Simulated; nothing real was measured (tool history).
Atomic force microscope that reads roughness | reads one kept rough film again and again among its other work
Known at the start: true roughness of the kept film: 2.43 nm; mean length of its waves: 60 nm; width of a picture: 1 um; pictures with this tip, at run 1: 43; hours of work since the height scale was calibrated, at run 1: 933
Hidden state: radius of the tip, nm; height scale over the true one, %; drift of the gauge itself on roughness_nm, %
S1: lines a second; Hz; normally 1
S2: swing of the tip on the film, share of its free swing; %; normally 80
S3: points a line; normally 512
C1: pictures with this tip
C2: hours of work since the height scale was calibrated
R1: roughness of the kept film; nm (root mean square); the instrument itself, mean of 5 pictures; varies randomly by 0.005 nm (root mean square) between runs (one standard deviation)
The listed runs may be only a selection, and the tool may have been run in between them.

run 1 hour=0 | S1=1 S2=80 S3=512 | C1=43 C2=933 | R1=2.269
run 2 hour=43.6 | S1=1 S2=80 S3=512 | C1=87 C2=955 | R1=2.239
run 3 hour=77.5 | S1=1 S2=80 S3=512 | C1=121 C2=971 | R1=2.235
run 4 hour=124.5 | S1=1 S2=80 S3=512 | C1=168 C2=995 | R1=2.221
run 5 hour=156.7 | S1=1 S2=80 S3=512 | C1=200 C2=1011 | R1=2.212
run 6 hour=184.5 | S1=1 S2=80 S3=512 | C1=228 C2=1024 | R1=2.199
-- hour=198.9 new tip fitted
run 7 hour=212.8 | S1=1 S2=80 S3=512 | C1=14 C2=1038 | R1=2.275
-- hour=216.5 height scale calibrated on a step standard
run 8 hour=260.2 | S1=1 S2=80 S3=512 | C1=61 C2=22 | R1=2.284
run 9 hour=287.2 | S1=1 S2=80 S3=512 | C1=88 C2=35 | R1=2.266
run 10 hour=330.9 | S1=1 S2=80 S3=512 | C1=131 C2=57 | R1=2.259
run 11 hour=357.6 | S1=0.52 S2=66 S3=647 | C1=158 C2=70 | R1=2.37
run 12 hour=396.2 | S1=3.01 S2=81 S3=647 | C1=197 C2=89 | R1=1.979
run 13 hour=431.2 | S1=0.78 S2=88 S3=512 | C1=231 C2=106 | R1=2.211
-- hour=442.3 new tip fitted
run 14 hour=465.7 | S1=0.76 S2=88 S3=512 | C1=23 C2=123 | R1=2.28
-- hour=483.9 height scale calibrated on a step standard, once more
run 15 hour=514.8 | S1=3.3 S2=68 S3=512 | C1=71 C2=15 | R1=2.116
run 16 hour=550.7 | S1=3.3 S2=68 S3=512 | C1=107 C2=33 | R1=2.113
run 17 hour=578.4 | S1=3.3 S2=68 S3=512 | C1=135 C2=47 | R1=2.099
run 18 hour=599.1 | S1=2.73 S2=75 S3=512 | C1=156 C2=57 | R1=2.061
run 19 hour=647.6 | S1=0.86 S2=70 S3=613 | C1=204 C2=81 | R1=2.255
-- hour=685.2 new tip fitted
run 20 hour=694 | S1=0.57 S2=63 S3=549 | C1=9 C2=104 | R1=2.351

Each row is a separate what-if for the run after 20, all from the same tool condition, not one after another. Results?
run A hour=725.3 | S1=0.57 S2=63 S3=260 | C1=40 C2=119 | R1=?
run B hour=725.3 | S1=0.57 S2=66 S3=549 | C1=40 C2=119 | R1=?
run C hour=725.3 | S1=2.9 S2=63 S3=262 | C1=40 C2=119 | R1=?

run=A R1=2.335
run=B R1=2.335
run=C R1=2.208
Without the tool's hidden state the same runs would have given:
run=A R1=2.342
run=B R1=2.343
run=C R1=2.215
